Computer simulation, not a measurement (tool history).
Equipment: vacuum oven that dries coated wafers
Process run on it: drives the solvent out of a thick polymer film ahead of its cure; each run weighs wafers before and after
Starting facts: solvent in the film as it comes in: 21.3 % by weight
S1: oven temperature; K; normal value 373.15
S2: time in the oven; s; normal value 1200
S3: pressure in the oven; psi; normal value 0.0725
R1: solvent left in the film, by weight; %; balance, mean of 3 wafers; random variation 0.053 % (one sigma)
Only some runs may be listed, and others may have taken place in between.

run	day	S1	S2	S3	R1
1	0.000	373.15	1200	0.0725	2.40
2	0.246	373.15	1200	0.0725	2.37
3	0.600	373.15	1200	0.0725	2.39
4	0.821	373.15	1200	0.0725	2.33
5	1.079	373.15	1200	0.0725	2.42
6	1.350	373.15	1200	0.0725	2.40
7	1.825	373.15	1200	0.0725	2.31
8	2.221	373.15	1200	0.0725	2.39
9	2.717	373.15	1200	0.0725	2.38
10	3.075	373.15	780	0.0364	4.48
11	3.300	365.15	1740	0.1099	3.78
12	3.662	365.15	1740	0.1099	3.89
13	4.021	364.15	720	0.1550	9.66
14	4.350	383.15	720	0.0512	1.52
15	4.638	359.15	660	0.2408	12.63
16	4.938	359.15	660	0.2408	12.47

How would selected steps in R1 from run to run divide? Give the signed amount a tool lacking its hidden state would still show from settings, what came in and random variation, and the signed amount left for the hidden state, including any gauge scatter that is not in both of the compared results.
Hidden state present: true wafer temperature over the reading, C; true pressure over the reading, kPa; drift of the gauge itself on solvent_pct, %.
Run 13 -> 14: S1 364.15 -> 383.15, S3 0.1550 -> 0.0512. R1 -8.14 %: hidden state -0.08, all else -8.06.
Run 14 -> 15: S1 383.15 -> 359.15, S2 720 -> 660, S3 0.0512 -> 0.2408. R1 +11.11 %: hidden state +0.06, all else +11.05.
